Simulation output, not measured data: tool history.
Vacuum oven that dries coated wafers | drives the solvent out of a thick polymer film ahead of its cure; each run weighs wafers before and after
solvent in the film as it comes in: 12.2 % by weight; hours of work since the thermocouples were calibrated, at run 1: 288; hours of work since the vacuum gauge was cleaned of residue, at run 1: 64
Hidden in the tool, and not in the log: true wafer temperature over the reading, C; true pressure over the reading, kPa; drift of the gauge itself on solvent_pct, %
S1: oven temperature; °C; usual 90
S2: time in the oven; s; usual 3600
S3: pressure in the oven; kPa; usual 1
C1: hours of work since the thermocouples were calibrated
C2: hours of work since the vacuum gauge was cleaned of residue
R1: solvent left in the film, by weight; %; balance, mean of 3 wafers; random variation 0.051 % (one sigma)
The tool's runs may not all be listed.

| run | hour | S1 | S2 | S3 | C1 | C2 | R1 |
|---|---|---|---|---|---|---|---|
| 1 | 0 | 90 | 3600 | 1 | 288 | 64 | 0.8 |
| 2 | 15.6 | 90 | 3600 | 1 | 296 | 72 | 0.83 |
| 3 | 49.8 | 90 | 3600 | 1 | 314 | 90 | 1.01 |
| 4 | 76 | 90 | 3600 | 1 | 328 | 104 | 0.96 |
| 5 | 100.4 | 90 | 3600 | 1 | 341 | 116 | 1.01 |
| 6 | 134.9 | 90 | 3600 | 1 | 359 | 135 | 1.13 |
| 7 | 164.7 | 101 | 3600 | 1 | 375 | 150 | 0.39 |
| 8 | 195.4 | 90 | 3600 | 1 | 391 | 166 | 0.97 |
| 9 | 228.6 | 90 | 3600 | 1 | 409 | 184 | 0.95 |
| 10 | 256.3 | 90 | 3600 | 1 | 423 | 199 | 0.96 |
| 11 | 293.1 | 90 | 3600 | 2.03 | 443 | 218 | 1.55 |
| 12 | 324.7 | 90 | 3600 | 1 | 459 | 235 | 0.97 |
| 13 | 352.5 | 90 | 3600 | 1 | 474 | 249 | 0.9 |
| 14 | 371.6 | 90 | 3600 | 1 | 484 | 259 | 0.96 |
| 15 | 398.5 | 88 | 3600 | 1 | 498 | 273 | 1.27 |
| 16 | 429.7 | 88 | 3600 | 1 | 514 | 290 | 1.22 |
| 17 | 446.7 | 88 | 3600 | 1 | 523 | 299 | 1.22 |
| 18 | 471.4 | 88 | 3600 | 1 | 536 | 312 | 1.27 |
| 19 | 500.4 | 88 | 3600 | 1 | 552 | 327 | 1.14 |
| 20 | 518.6 | 90 | 3600 | 1.42 | 561 | 337 | 1.24 |
| 21 | 535.6 | 83 | 3600 | 0.58 | 570 | 346 | 1.75 |
| 22 | 562.3 | 77 | 3780 | 0.52 | 584 | 360 | 3 |
| 23 | 595.3 | 77 | 3780 | 0.52 | 602 | 377 | 3 |
| 24 | 631.3 | 90 | 3600 | 0.64 | 621 | 396 | 0.79 |
|  | 635.1 | vacuum gauge cleaned of residue and calibrated |
| 25 | 651.4 | 79 | 3420 | 1.88 | 630 | 9 | 3.88 |
| 26 | 686.2 | 79 | 1860 | 0.66 | 649 | 27 | 5.09 |
| 27 | 712.6 | 79 | 6240 | 0.66 | 663 | 41 | 1.44 |
| 28 | 745.9 | 79 | 6240 | 0.66 | 680 | 58 | 1.45 |
| 29 | 774.1 | 103 | 3600 | 0.66 | 695 | 73 | 0.35 |
|  | 791.7 | vacuum gauge cleaned of residue and calibrated, once more |
| 30 | 797.9 | 83 | 4260 | 0.91 | 707 | 3 | 1.63 |
| 31 | 826.8 | 83 | 5520 | 0.91 | 722 | 19 | 1.18 |
| 32 | 864.6 | 79 | 5340 | 0.55 | 742 | 38 | 1.56 |
| 33 | 900.1 | 90 | 3840 | 1 | 761 | 57 | 0.96 |
| 34 | 928.6 | 99 | 4020 | 0.69 | 775 | 72 | 0.32 |
| 35 | 952.5 | 99 | 3240 | 0.69 | 788 | 85 | 0.34 |
| 36 | 991.1 | 102 | 1860 | 1.77 | 808 | 105 | 0.91 |
| 37 | 1026.9 | 102 | 6240 | 1.77 | 827 | 124 | 0.73 |
| 38 | 1063.3 | 102 | 6240 | 1.34 | 846 | 143 | 0.52 |
| 39 | 1090 | 102 | 6240 | 1.34 | 860 | 157 | 0.6 |

Forecast each of these 5 alternatives for the next run:
| A | 1105.9 | 97 | 4140 | 0.94 | 869 | 165 | ? |
| B | 1105.9 | 87 | 6360 | 1.19 | 869 | 165 | ? |
| C | 1105.9 | 101 | 2100 | 3.26 | 869 | 165 | ? |
| D | 1105.9 | 77 | 6240 | 2.19 | 869 | 165 | ? |
| E | 1105.9 | 104 | 2820 | 3.27 | 869 | 165 | ? |

| run | R1 |
|---|---|
| A | 0.51 |
| B | 0.75 |
| C | 1.6 |
| D | 3.17 |
| E | 1.27 |
Without the tool's hidden state the same runs would have given:
| run | R1 |
|---|---|
| A | 0.46 |
| B | 0.67 |
| C | 1.52 |
| D | 2.98 |
| E | 1.22 |

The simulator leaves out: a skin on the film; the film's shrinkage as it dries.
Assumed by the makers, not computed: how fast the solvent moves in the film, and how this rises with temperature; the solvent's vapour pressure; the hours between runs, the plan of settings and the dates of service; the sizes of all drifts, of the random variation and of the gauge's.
